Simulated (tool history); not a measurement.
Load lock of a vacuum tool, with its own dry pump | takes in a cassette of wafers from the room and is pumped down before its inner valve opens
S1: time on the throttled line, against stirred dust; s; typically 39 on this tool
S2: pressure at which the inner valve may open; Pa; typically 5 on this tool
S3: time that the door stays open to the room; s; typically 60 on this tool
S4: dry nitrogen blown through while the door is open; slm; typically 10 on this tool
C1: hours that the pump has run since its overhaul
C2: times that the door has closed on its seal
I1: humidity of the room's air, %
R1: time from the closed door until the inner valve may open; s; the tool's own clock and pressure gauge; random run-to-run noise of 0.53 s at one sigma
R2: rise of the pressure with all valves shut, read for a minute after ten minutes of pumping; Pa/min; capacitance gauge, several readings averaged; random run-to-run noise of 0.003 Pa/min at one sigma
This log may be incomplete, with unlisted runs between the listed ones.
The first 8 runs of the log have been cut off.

run	day	S1	S2	S3	S4	C1	C2	I1	R1	R2
9	30.271	39	5	60	10	4552	17906	47.0	100.0	0.247
10	33.750	39	5	60	10	4636	18296	45.0	101.2	0.267
11	38.462	54	5	60	10	4749	18825	44.0	112.9	0.273
12	40.521	54	5	60	10	4798	19056	42.8	112.7	0.270
13	43.421	39	5	60	10	4868	19381	44.0	100.2	0.280
14	46.217	39	5	60	10	4935	19695	46.6	100.8	0.284
15	48.612	39	5	60	5	4993	19965	47.6	101.4	0.295
16	50.858	39	5	60	5	5046	20217	48.0	101.0	0.309
17	55.558	39	5	60	10	5159	20744	45.3	100.5	0.310
18	57.971	39	5	60	10	5217	21015	44.7	102.1	0.319
19	61.475	39	6	190	10	5301	21409	43.4	99.9	0.355
20	65.150	39	8	190	4	5389	21821	46.7	97.5	0.384
21	68.079	78	5	161	11	5460	22150	42.5	131.2	0.357
22	70.633	39	7	43	10	5521	22437	47.1	98.9	0.349
23	73.912	44	5	60	4	5600	22805	45.9	105.6	0.364
24	77.008	39	5	60	10	5674	23152	46.0	101.9	0.370

Run 25 has not been measured yet. What should we expect?
25	80.854	39	6	104	19	5766	23584	46.8	?	?

R1: 100.5 s
R2: 0.382 Pa/min
On a tool with no hidden condition, and with the same random variation, this run would have come out at R1 96.6 s, R2 0.033 Pa/min.
